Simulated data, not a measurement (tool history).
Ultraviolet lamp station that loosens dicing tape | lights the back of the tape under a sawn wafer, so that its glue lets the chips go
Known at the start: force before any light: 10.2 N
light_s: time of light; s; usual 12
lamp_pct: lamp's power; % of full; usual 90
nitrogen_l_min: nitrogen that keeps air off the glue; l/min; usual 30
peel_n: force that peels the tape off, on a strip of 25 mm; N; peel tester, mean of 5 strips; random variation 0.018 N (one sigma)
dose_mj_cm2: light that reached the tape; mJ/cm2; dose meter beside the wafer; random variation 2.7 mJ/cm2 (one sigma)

run	hour	light_s	lamp_pct	nitrogen_l_min	peel_n	dose_mj_cm2
1	0	12	90	30	1.065	316
2	21.8	12	90	30	1.017	312
3	67.4	12	90	30	1.071	310
4	119.1	12	90	31	1.094	309
5	167.1	12	90	31	1.104	307
6	196.3	12	90	14	1.805	306
# hour 199.9: window cleaned of glue's vapour
7	239	12	90	30	1.159	297
8	261.8	12	90	30	1.186	296
9	310.8	12	90	30	1.167	295
10	333.1	8	85	19	3.078	184
11	366.2	6	79	14	4.971	127
12	411.8	12	90	15	1.959	284
13	441.1	13	94	14	1.69	327
14	470	12	96	30	1.126	303
# hour 490.2: window cleaned of glue's vapour, once more
15	516.1	12	97	30	1.035	323
16	564.3	12	97	30	1.046	320
17	612.4	7	86	18	3.645	162

Forecast each of these 5 alternatives for the next run:
A	655.9	21	97	23	?	?
B	655.9	9	90	25	?	?
C	655.9	7	75	11	?	?
D	655.9	13	79	30	?	?
E	655.9	12	62	21	?	?

run	peel_n	dose_mj_cm2
A	0.427	543
B	2.288	218
C	4.598	140
D	1.317	276
E	2.699	197
Without the tool's hidden state the same runs would have given:
run	peel_n	dose_mj_cm2
A	0.314	667
B	1.663	267
C	3.896	171
D	0.895	338
E	2.035	242
